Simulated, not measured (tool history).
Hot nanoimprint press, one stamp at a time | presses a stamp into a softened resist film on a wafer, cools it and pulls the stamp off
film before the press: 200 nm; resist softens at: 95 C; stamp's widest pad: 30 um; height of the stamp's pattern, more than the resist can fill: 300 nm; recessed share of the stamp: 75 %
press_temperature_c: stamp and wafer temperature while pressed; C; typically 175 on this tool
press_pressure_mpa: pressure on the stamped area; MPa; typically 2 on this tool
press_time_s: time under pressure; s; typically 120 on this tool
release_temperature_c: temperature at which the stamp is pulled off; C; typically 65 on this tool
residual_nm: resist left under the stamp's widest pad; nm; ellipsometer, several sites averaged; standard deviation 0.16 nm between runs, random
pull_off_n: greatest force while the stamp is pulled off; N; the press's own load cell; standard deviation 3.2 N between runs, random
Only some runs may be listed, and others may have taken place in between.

{"run": 1, "day": 0.0, "press_temperature_c": 175, "press_pressure_mpa": 2, "press_time_s": 120, "release_temperature_c": 65, "residual_nm": 111, "pull_off_n": 200}
{"run": 2, "day": 0.304, "press_temperature_c": 172, "press_pressure_mpa": 2, "press_time_s": 120, "release_temperature_c": 65, "residual_nm": 121.4, "pull_off_n": 191}
{"run": 3, "day": 0.667, "press_temperature_c": 172, "press_pressure_mpa": 2, "press_time_s": 120, "release_temperature_c": 65, "residual_nm": 121.1, "pull_off_n": 195}
{"run": 4, "day": 0.992, "press_temperature_c": 172, "press_pressure_mpa": 1.72, "press_time_s": 120, "release_temperature_c": 65, "residual_nm": 128.8, "pull_off_n": 193}
{"run": 5, "day": 1.55, "press_temperature_c": 172, "press_pressure_mpa": 1.72, "press_time_s": 120, "release_temperature_c": 65, "residual_nm": 129, "pull_off_n": 197}
{"run": 6, "day": 1.975, "press_temperature_c": 172, "press_pressure_mpa": 1.72, "press_time_s": 120, "release_temperature_c": 65, "residual_nm": 128.7, "pull_off_n": 191}
{"run": 7, "day": 2.308, "press_temperature_c": 178, "press_pressure_mpa": 1.72, "press_time_s": 120, "release_temperature_c": 65, "residual_nm": 108.4, "pull_off_n": 197}
{"run": 8, "day": 2.888, "press_temperature_c": 175, "press_pressure_mpa": 2, "press_time_s": 120, "release_temperature_c": 65, "residual_nm": 110.5, "pull_off_n": 196}
{"run": 9, "day": 3.262, "press_temperature_c": 175, "press_pressure_mpa": 2, "press_time_s": 120, "release_temperature_c": 65, "residual_nm": 110.8, "pull_off_n": 193}
{"run": 10, "day": 3.8, "press_temperature_c": 175, "press_pressure_mpa": 2, "press_time_s": 120, "release_temperature_c": 65, "residual_nm": 110.5, "pull_off_n": 207}
{"run": 11, "day": 4.321, "press_temperature_c": 180, "press_pressure_mpa": 2, "press_time_s": 120, "release_temperature_c": 65, "residual_nm": 95, "pull_off_n": 199}
{"run": 12, "day": 4.942, "press_temperature_c": 180, "press_pressure_mpa": 2, "press_time_s": 120, "release_temperature_c": 65, "residual_nm": 94.8, "pull_off_n": 206}
{"run": 13, "day": 5.525, "press_temperature_c": 180, "press_pressure_mpa": 2, "press_time_s": 120, "release_temperature_c": 65, "residual_nm": 94.7, "pull_off_n": 203}
{"run": 14, "day": 6.2, "press_temperature_c": 175, "press_pressure_mpa": 2, "press_time_s": 120, "release_temperature_c": 57, "residual_nm": 110.4, "pull_off_n": 215}
{"run": 15, "day": 6.621, "press_temperature_c": 175, "press_pressure_mpa": 2, "press_time_s": 120, "release_temperature_c": 57, "residual_nm": 110.3, "pull_off_n": 221}
{"run": 16, "day": 7.2, "press_temperature_c": 175, "press_pressure_mpa": 2, "press_time_s": 170, "release_temperature_c": 55, "residual_nm": 98.6, "pull_off_n": 224}
{"run": 17, "day": 7.617, "press_temperature_c": 175, "press_pressure_mpa": 2, "press_time_s": 170, "release_temperature_c": 55, "residual_nm": 98.6, "pull_off_n": 226}
{"run": 18, "day": 7.962, "press_temperature_c": 175, "press_pressure_mpa": 2, "press_time_s": 120, "release_temperature_c": 61, "residual_nm": 110.3, "pull_off_n": 216}
{"run": 19, "day": 8.646, "press_temperature_c": 175, "press_pressure_mpa": 1.84, "press_time_s": 120, "release_temperature_c": 59, "residual_nm": 114.6, "pull_off_n": 218}
{"run": 20, "day": 9.25, "press_temperature_c": 180, "press_pressure_mpa": 2, "press_time_s": 235, "release_temperature_c": 66, "residual_nm": 74.3, "pull_off_n": 213}
{"run": 21, "day": 9.567, "press_temperature_c": 175, "press_pressure_mpa": 1.51, "press_time_s": 97, "release_temperature_c": 65, "residual_nm": 131.7, "pull_off_n": 222}
{"run": 22, "day": 9.921, "press_temperature_c": 175, "press_pressure_mpa": 1.51, "press_time_s": 97, "release_temperature_c": 65, "residual_nm": 131.2, "pull_off_n": 218}
{"run": 23, "day": 10.512, "press_temperature_c": 165, "press_pressure_mpa": 1.85, "press_time_s": 120, "release_temperature_c": 65, "residual_nm": 149.4, "pull_off_n": 221}
{"run": 24, "day": 11.167, "press_temperature_c": 169, "press_pressure_mpa": 1.82, "press_time_s": 120, "release_temperature_c": 65, "residual_nm": 136, "pull_off_n": 223}
{"run": 25, "day": 11.525, "press_temperature_c": 182, "press_pressure_mpa": 1.38, "press_time_s": 120, "release_temperature_c": 63, "residual_nm": 106.1, "pull_off_n": 230}
{"run": 26, "day": 12.267, "press_temperature_c": 175, "press_pressure_mpa": 1.51, "press_time_s": 120, "release_temperature_c": 65, "residual_nm": 124.2, "pull_off_n": 223}
{"run": 27, "day": 12.7, "press_temperature_c": 180, "press_pressure_mpa": 1.73, "press_time_s": 202, "release_temperature_c": 57, "residual_nm": 84.5, "pull_off_n": 236}
{"run": 28, "day": 13.042, "press_temperature_c": 179, "press_pressure_mpa": 1.73, "press_time_s": 202, "release_temperature_c": 57, "residual_nm": 87, "pull_off_n": 232}
{"run": 29, "day": 13.75, "press_temperature_c": 164, "press_pressure_mpa": 3.14, "press_time_s": 95, "release_temperature_c": 59, "residual_nm": 135.7, "pull_off_n": 242}
{"run": 30, "day": 14.142, "press_temperature_c": 173, "press_pressure_mpa": 2, "press_time_s": 81, "release_temperature_c": 65, "residual_nm": 130.1, "pull_off_n": 236}

4 ways to go on from here, each from the tool as it stands after run 30. What would each give?
{"run": "A", "day": 14.821, "press_temperature_c": 181, "press_pressure_mpa": 1.59, "press_time_s": 81, "release_temperature_c": 65, "residual_nm": "?", "pull_off_n": "?"}
{"run": "B", "day": 14.821, "press_temperature_c": 179, "press_pressure_mpa": 1.35, "press_time_s": 120, "release_temperature_c": 72, "residual_nm": "?", "pull_off_n": "?"}
{"run": "C", "day": 14.821, "press_temperature_c": 164, "press_pressure_mpa": 2.82, "press_time_s": 81, "release_temperature_c": 65, "residual_nm": "?", "pull_off_n": "?"}
{"run": "D", "day": 14.821, "press_temperature_c": 173, "press_pressure_mpa": 1.72, "press_time_s": 81, "release_temperature_c": 65, "residual_nm": "?", "pull_off_n": "?"}

run=A residual_nm=115.7 pull_off_n=228
run=B residual_nm=116.3 pull_off_n=220
run=C residual_nm=145.8 pull_off_n=235
run=D residual_nm=137.3 pull_off_n=227
Had the tool no hidden state, the same runs would have come out as:
run=A residual_nm=116.2 pull_off_n=147
run=B residual_nm=117 pull_off_n=142
run=C residual_nm=146.2 pull_off_n=152
run=D residual_nm=137.9 pull_off_n=147
